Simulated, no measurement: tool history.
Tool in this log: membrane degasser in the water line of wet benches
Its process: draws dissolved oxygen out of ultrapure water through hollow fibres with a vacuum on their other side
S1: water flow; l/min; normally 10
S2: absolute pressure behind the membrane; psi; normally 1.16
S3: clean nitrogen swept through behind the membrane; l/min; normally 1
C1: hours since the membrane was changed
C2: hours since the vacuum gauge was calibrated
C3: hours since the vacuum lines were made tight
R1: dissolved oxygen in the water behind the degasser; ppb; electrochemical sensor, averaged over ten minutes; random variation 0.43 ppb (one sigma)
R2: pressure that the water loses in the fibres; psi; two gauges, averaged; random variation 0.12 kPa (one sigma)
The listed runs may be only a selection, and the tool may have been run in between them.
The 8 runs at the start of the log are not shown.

{"run": 9, "hour": 338.2, "S1": 10, "S2": 1.16, "S3": 1, "C1": 1272, "C2": 2371, "C3": 5903, "R1": 131, "R2": 6.827}
{"run": 10, "hour": 385.7, "S1": 15, "S2": 1.16, "S3": 1, "C1": 1319, "C2": 2419, "C3": 5951, "R1": 260.8, "R2": 10.279}
{"run": 11, "hour": 425.4, "S1": 15, "S2": 1.16, "S3": 1, "C1": 1359, "C2": 2459, "C3": 5990, "R1": 261.7, "R2": 10.245}
{"run": 12, "hour": 472.2, "S1": 15, "S2": 1.461, "S3": 1, "C1": 1406, "C2": 2505, "C3": 6037, "R1": 329.2, "R2": 10.29}
{"run": 13, "hour": 504.4, "S1": 15, "S2": 1.461, "S3": 1, "C1": 1438, "C2": 2538, "C3": 6069, "R1": 331.2, "R2": 10.257}
{"run": 14, "hour": 548.6, "S1": 15, "S2": 1.461, "S3": 0.41, "C1": 1482, "C2": 2582, "C3": 6114, "R1": 584.4, "R2": 10.283}
{"run": 15, "hour": 600.6, "S1": 15, "S2": 1.461, "S3": 0.41, "C1": 1534, "C2": 2634, "C3": 6166, "R1": 583.1, "R2": 10.305}
{"run": 16, "hour": 653.7, "S1": 15, "S2": 1.461, "S3": 0.41, "C1": 1587, "C2": 2687, "C3": 6219, "R1": 583.9, "R2": 10.28}
{"run": 17, "hour": 683.6, "S1": 15, "S2": 2.326, "S3": 0.52, "C1": 1617, "C2": 2717, "C3": 6249, "R1": 819.2, "R2": 10.26}
{"run": 18, "hour": 705.9, "S1": 15, "S2": 2.326, "S3": 0.52, "C1": 1639, "C2": 2739, "C3": 6271, "R1": 823.4, "R2": 10.283}
{"run": 19, "hour": 759.6, "S1": 10, "S2": 1.16, "S3": 0.58, "C1": 1693, "C2": 2793, "C3": 6325, "R1": 207, "R2": 6.85}
{"run": 20, "hour": 801.2, "S1": 13, "S2": 2.319, "S3": 0.51, "C1": 1735, "C2": 2834, "C3": 6366, "R1": 715.2, "R2": 8.934}

Forecast run 21:
{"run": 21, "hour": 851.9, "S1": 8, "S2": 0.969, "S3": 0.66, "C1": 1785, "C2": 2885, "C3": 6417, "R1": "?", "R2": "?"}

R1: 107.8 ppb
R2: 5.49 psi
Minus the tool's unlogged condition, the same run would have read R1 101.6 ppb, R2 5.455 psi.

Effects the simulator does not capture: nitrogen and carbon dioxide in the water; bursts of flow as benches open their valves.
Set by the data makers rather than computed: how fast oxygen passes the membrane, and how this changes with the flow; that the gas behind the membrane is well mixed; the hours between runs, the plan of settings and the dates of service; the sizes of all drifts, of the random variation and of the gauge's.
